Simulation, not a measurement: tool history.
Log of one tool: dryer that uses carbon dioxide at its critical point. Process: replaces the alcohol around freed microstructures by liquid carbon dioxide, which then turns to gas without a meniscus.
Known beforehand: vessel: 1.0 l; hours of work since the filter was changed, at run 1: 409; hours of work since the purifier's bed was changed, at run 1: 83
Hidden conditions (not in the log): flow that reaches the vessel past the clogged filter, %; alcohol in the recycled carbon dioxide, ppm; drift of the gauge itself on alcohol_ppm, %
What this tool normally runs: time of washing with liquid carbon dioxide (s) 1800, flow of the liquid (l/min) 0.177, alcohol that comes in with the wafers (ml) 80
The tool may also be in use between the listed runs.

run     day  time of washing with liquid carbon dioxide (s)  flow of the liquid (l/min)  alcohol that comes in with the wafers (ml)  hours of work since the filter was changed  hours of work since the purifier's bed was changed  alcohol left in the vessel before it's heated (ppm by volume)
  1   0.000                                            1800                       0.177                                          80                                         409                                                  83                                                            798
  2   0.212                                            1800                       0.177                                          80                                         411                                                  85                                                            812
  3   0.629                                            1800                       0.177                                          39                                         416                                                  90                                                            419
  4   1.079                                            1800                       0.177                                          24                                         421                                                  95                                                            252
  5   1.496                                            1800                       0.177                                          24                                         425                                                  99                                                            261
  6   1.788                                            1800                       0.177                                          24                                         428                                                 103                                                            261
  7   2.100                                            1800                       0.177                                          47                                         432                                                 106                                                            489
  8   2.492                                            1800                       0.177                                          47                                         436                                                 110                                                            508
  9   2.846                                            1800                       0.177                                          47                                         440                                                 114                                                            515
 10   3.146                                            1800                       0.177                                          47                                         443                                                 118                                                            506
 11   3.442                                            1800                       0.177                                          47                                         447                                                 121                                                            490
 12   3.854                                            1800                       0.177                                          26                                         451                                                 126                                                            266
 13   4.125                                            1800                       0.177                                          26                                         454                                                 129                                                            290
 14   4.412                                            1800                       0.177                                          26                                         457                                                 132                                                            294
 15   4.788                                            1800                       0.265                                          80                                         462                                                 136                                                             96
 16   5.146                                            1800                       0.177                                          39                                         466                                                 140                                                            436
 17   5.483                                            1800                       0.177                                          39                                         469                                                 144                                                            417
 18   5.975                                            1740                       0.134                                          55                                         475                                                 149                                                           1970
 19   6.262                                            1740                       0.134                                          55                                         478                                                 152                                                           2022
 20   6.621                                            1800                       0.177                                          77                                         482                                                 156                                                            828
 21   6.958                                            1560                       0.109                                          36                                         486                                                 160                                                           3242
 22   7.383                                            1560                       0.109                                          36                                         490                                                 164                                                           3229
 23   7.838                                            1800                       0.109                                         113                                         495                                                 170                                                           6899
 24   8.075                                            1200                       0.148                                         104                                         498                                                 172                                                           8362
 25   8.279                                            1260                       0.177                                          37                                         500                                                 174                                                           1517
 26   8.750                                            1800                       0.246                                          80                                         505                                                 180                                                            162
 27   9.167                                            2160                       0.148                                          78                                         510                                                 184                                                            852
 28   9.383                                            2160                       0.148                                          40                                         512                                                 187                                                            459
 29   9.633                                            1800                       0.136                                          80                                         515                                                 189                                                           2528
 30   9.946                                            1860                       0.141                                         120                                         519                                                 193                                                           2910
 31  10.171                                            1800                       0.178                                          80                                         521                                                 195                                                            859
 32  10.425                                            2760                       0.208                                          31                                         524                                                 198                                                             39

How would selected steps in alcohol left in the vessel before it's heated (ppm by volume) from run to run divide? Give the signed amount a tool lacking its hidden state would still show from settings, what came in and random variation, and the signed amount left for the hidden state, including any gauge scatter that is not in both of the compared results.
Run 20 -> 21: time of washing with liquid carbon dioxide (s) 1800 -> 1560, flow of the liquid (l/min) 0.177 -> 0.109, alcohol that comes in with the wafers (ml) 77 -> 36. alcohol left in the vessel before it's heated (ppm by volume) +2414: hidden state +283, all else +2131.
Run 22 -> 23: time of washing with liquid carbon dioxide (s) 1560 -> 1800, alcohol that comes in with the wafers (ml) 36 -> 113. alcohol left in the vessel before it's heated (ppm by volume) +3670: hidden state +737, all else +2933.
Run 24 -> 25: time of washing with liquid carbon dioxide (s) 1200 -> 1260, flow of the liquid (l/min) 0.148 -> 0.177, alcohol that comes in with the wafers (ml) 104 -> 37. alcohol left in the vessel before it's heated (ppm by volume) -6845: hidden state -1080, all else -5765.
Run 30 -> 31: time of washing with liquid carbon dioxide (s) 1860 -> 1800, flow of the liquid (l/min) 0.141 -> 0.178, alcohol that comes in with the wafers (ml) 120 -> 80. alcohol left in the vessel before it's heated (ppm by volume) -2051: hidden state -461, all else -1590.

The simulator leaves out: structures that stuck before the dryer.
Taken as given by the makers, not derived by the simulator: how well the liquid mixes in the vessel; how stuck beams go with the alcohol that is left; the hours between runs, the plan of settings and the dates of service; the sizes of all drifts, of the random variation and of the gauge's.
